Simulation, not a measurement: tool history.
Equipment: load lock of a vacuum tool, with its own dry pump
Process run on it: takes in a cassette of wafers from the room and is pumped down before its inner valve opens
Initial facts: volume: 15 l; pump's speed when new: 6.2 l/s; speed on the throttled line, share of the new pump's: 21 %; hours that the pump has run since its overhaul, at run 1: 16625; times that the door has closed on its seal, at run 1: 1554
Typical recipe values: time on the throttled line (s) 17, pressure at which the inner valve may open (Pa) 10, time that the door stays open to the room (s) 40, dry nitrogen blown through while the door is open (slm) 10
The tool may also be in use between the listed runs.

run,day,time on the throttled line (s),pressure at which the inner valve may open (Pa),time that the door stays open to the room (s),dry nitrogen blown through while the door is open (slm),hours that the pump has run since its overhaul,times that the door has closed on its seal,"incoming humidity of the room's air, %",time from the closed door until the inner valve may open (s),rise of the pressure with all valves shut (Pa/min)
1,0,17,10,40,10,16625,1554,47.2,37.4,0.06
2,5.075,17,10,40,8,16747,1895,44.4,37.2,0.059
3,9.271,10,10,40,10,16847,2177,44.9,32.3,0.063
4,14.688,10,10,40,10,16977,2541,46.9,32.3,0.061
5,18.312,17,18,40,10,17064,2785,44.7,35.7,0.06
6,25.242,17,10,40,10,17231,3251,46.3,37.7,0.069
7,29.096,17,8,40,10,17323,3510,43.1,38.5,0.054
8,35.075,17,8,40,10,17467,3912,47.9,38.6,0.063
9,38.742,17,8,40,25,17555,4158,45,38,0.045
10,42.883,17,8,40,25,17654,4437,44.8,38.2,0.045
11,46.712,17,10,40,10,17746,4694,47.1,37.6,0.067
12,50.658,8,10,40,10,17841,4959,46.9,30.7,0.073
13,56.154,8,10,40,10,17973,5328,43.5,31.2,0.064
14,63.854,8,10,40,10,18157,5846,44.1,31.1,0.067
15,68.496,17,15,40,10,18269,6158,41.9,36.9,0.073
16,73.675,17,15,40,30,18393,6506,47.7,36.7,0.054
17,77.512,17,15,40,30,18485,6764,45.9,36.6,0.05
18,85.192,17,15,40,5,18670,7280,43.9,36.4,0.089
19,91.542,26,15,211,10,18822,7707,43.4,43.5,0.112
20,95.154,26,15,211,10,18909,7950,47.1,43.4,0.127
21,101.767,9,15,37,26,19067,8394,41.2,30.7,0.064
22,107.9,8,15,35,17,19215,8807,45.1,29.8,0.071
23,111.95,17,10,166,8,19312,9079,44.8,38.1,0.126
24,117.388,27,10,198,23,19442,9444,48.5,45.5,0.093
25,120.538,10,10,198,23,19518,9656,44.7,32.6,0.093
26,126.525,23,10,40,17,19662,10058,45.6,43,0.075
27,131.688,23,10,40,17,19785,10406,47.1,42.9,0.073
28,137.433,12,10,108,21,19923,10792,44.8,34.4,0.088
29,141.204,12,10,108,21,20014,11045,47.5,34.2,0.093
30,145.625,12,10,108,20,20120,11342,42.5,34.2,0.087
# day 146.333: dry pump taken out, an overhauled one fitted
31,152.562,20,8,151,10,149,11792,44.2,39.1,0.117
32,157.6,11,8,97,10,270,12130,47.9,31.7,0.116
33,163.9,11,14,114,18,422,12554,45.1,30.1,0.098
34,170.267,11,14,114,18,574,12982,45.8,30.2,0.104
35,174.458,11,14,114,18,675,13264,45.1,30.1,0.102
36,178.517,17,20,27,40,772,13536,45.1,34.1,0.069

How would selected steps in time from the closed door until the inner valve may open (s) from run to run divide? Give the signed amount a tool lacking its hidden state would still show from settings, what came in and random variation, and the signed amount left for the hidden state, including any gauge scatter that is not in both of the compared results.
What the log doesn't record here: pump's speed, % of a new pump's; leak at the door's seal, Pa l/s; drift of the gauge itself on ready_s, %; drift of the gauge itself on rise_pa_min, %.
Run 20 -> 21: time on the throttled line (s) 26 -> 9, time that the door stays open to the room (s) 211 -> 37, dry nitrogen blown through while the door is open (slm) 10 -> 26. time from the closed door until the inner valve may open (s) -12.7: hidden state +0.4, all else -13.1.
Run 24 -> 25: time on the throttled line (s) 27 -> 10. time from the closed door until the inner valve may open (s) -12.9: hidden state +0.4, all else -13.3.
Run 25 -> 26: time on the throttled line (s) 10 -> 23, time that the door stays open to the room (s) 198 -> 40, dry nitrogen blown through while the door is open (slm) 23 -> 17. time from the closed door until the inner valve may open (s) +10.4: hidden state -0.2, all else +10.6.
Run 30 -> 31: time on the throttled line (s) 12 -> 20, pressure at which the inner valve may open (Pa) 10 -> 8, time that the door stays open to the room (s) 108 -> 151, dry nitrogen blown through while the door is open (slm) 20 -> 10, dry pump taken out, an overhauled one fitted. time from the closed door until the inner valve may open (s) +4.9: hidden state -2.2, all else +7.1.
